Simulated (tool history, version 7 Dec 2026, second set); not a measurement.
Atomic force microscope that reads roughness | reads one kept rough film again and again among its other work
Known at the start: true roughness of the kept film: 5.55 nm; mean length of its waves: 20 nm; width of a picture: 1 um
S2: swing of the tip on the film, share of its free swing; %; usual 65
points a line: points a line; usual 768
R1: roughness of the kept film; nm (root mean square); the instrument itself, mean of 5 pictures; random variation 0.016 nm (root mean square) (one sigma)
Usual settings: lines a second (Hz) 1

Run 1, hour 0: usual settings. Result: R1 3.03 nm (root mean square).
Run 2, hour 14.2: usual settings but lines a second (Hz) 0.5. Result: R1 3.046 nm (root mean square).
Run 3, hour 30.3: usual settings but lines a second (Hz) 0.5, S2 68 %. Result: R1 2.996 nm (root mean square).
Run 4, hour 54.7: usual settings but lines a second (Hz) 0.5, S2 68 %. Result: R1 2.946 nm (root mean square).
Run 5, hour 72.3: usual settings but lines a second (Hz) 0.5, S2 68 %. Result: R1 2.907 nm (root mean square).
Run 6, hour 88: usual settings but lines a second (Hz) 0.5, S2 68 %. Result: R1 2.88 nm (root mean square).
At hour 94.3: new tip fitted.
Run 7, hour 111.9: usual settings but lines a second (Hz) 0.5, S2 68 %. Result: R1 3.842 nm (root mean square).
At hour 115.4: height scale calibrated on a step standard.
Run 8, hour 145.4: usual settings but lines a second (Hz) 0.5, S2 68 %. Result: R1 3.753 nm (root mean square).
Run 9, hour 170.6: usual settings but lines a second (Hz) 0.5, S2 68 %. Result: R1 3.69 nm (root mean square).
Run 10, hour 199.8: usual settings. Result: R1 3.535 nm (root mean square).
Run 11, hour 214.1: usual settings but lines a second (Hz) 0.86. Result: R1 3.524 nm (root mean square).
Run 12, hour 236.1: usual settings but lines a second (Hz) 0.86. Result: R1 3.439 nm (root mean square).
Run 13, hour 269: usual settings but lines a second (Hz) 3.88, S2 75 %. Result: R1 2.996 nm (root mean square).
Run 14, hour 288.5: usual settings but lines a second (Hz) 2.45, S2 61 %, points a line 258. Result: R1 3.146 nm (root mean square).
Run 15, hour 310.3: usual settings but lines a second (Hz) 2.45, S2 61 %, points a line 258. Result: R1 3.079 nm (root mean square).
At hour 326.7: height scale calibrated on a step standard, once more.
Run 16, hour 342.1: usual settings but lines a second (Hz) 2.45, S2 61 %, points a line 258. Result: R1 3.042 nm (root mean square).
Run 17, hour 367: usual settings but lines a second (Hz) 3.15, S2 57 %, points a line 764. Result: R1 3.052 nm (root mean square).
Run 18, hour 400.5: usual settings but lines a second (Hz) 0.58, S2 88 %. Result: R1 2.986 nm (root mean square).
Run 19, hour 424.4: usual settings but lines a second (Hz) 0.58, S2 88 %. Result: R1 2.941 nm (root mean square).
Run 20, hour 439.2: usual settings but lines a second (Hz) 0.58, S2 88 %. Result: R1 2.886 nm (root mean square).
At hour 449.9: new tip fitted.
Run 21, hour 462.8: usual settings but lines a second (Hz) 1.58, S2 56 %, points a line 731. Result: R1 3.82 nm (root mean square).
Run 22, hour 485.9: usual settings but lines a second (Hz) 0.82, S2 85 %, points a line 904. Result: R1 3.633 nm (root mean square).
Run 23, hour 503.6: usual settings but lines a second (Hz) 3.75. Result: R1 3.482 nm (root mean square).

5 ways to go on from here, each from the tool as it stands after run 23. What would each give?
Run A, hour 533.5: usual settings but lines a second (Hz) 1.92, points a line 374. Result: R1 ?.
Run B, hour 533.5: usual settings but S2 57 %, points a line 782. Result: R1 ?.
Run C, hour 533.5: usual settings but lines a second (Hz) 3.75, S2 86 %. Result: R1 ?.
Run D, hour 533.5: usual settings but lines a second (Hz) 3.75, points a line 548. Result: R1 ?.
Run E, hour 533.5: usual settings but lines a second (Hz) 1.31. Result: R1 ?.

run     R1
  A  3.455
  B  3.603
  C  2.964
  D  3.368
  E  3.547
Without the tool's hidden state the same runs would have given:
run     R1
  A  3.792
  B  3.954
  C  3.253
  D  3.697
  E  3.892
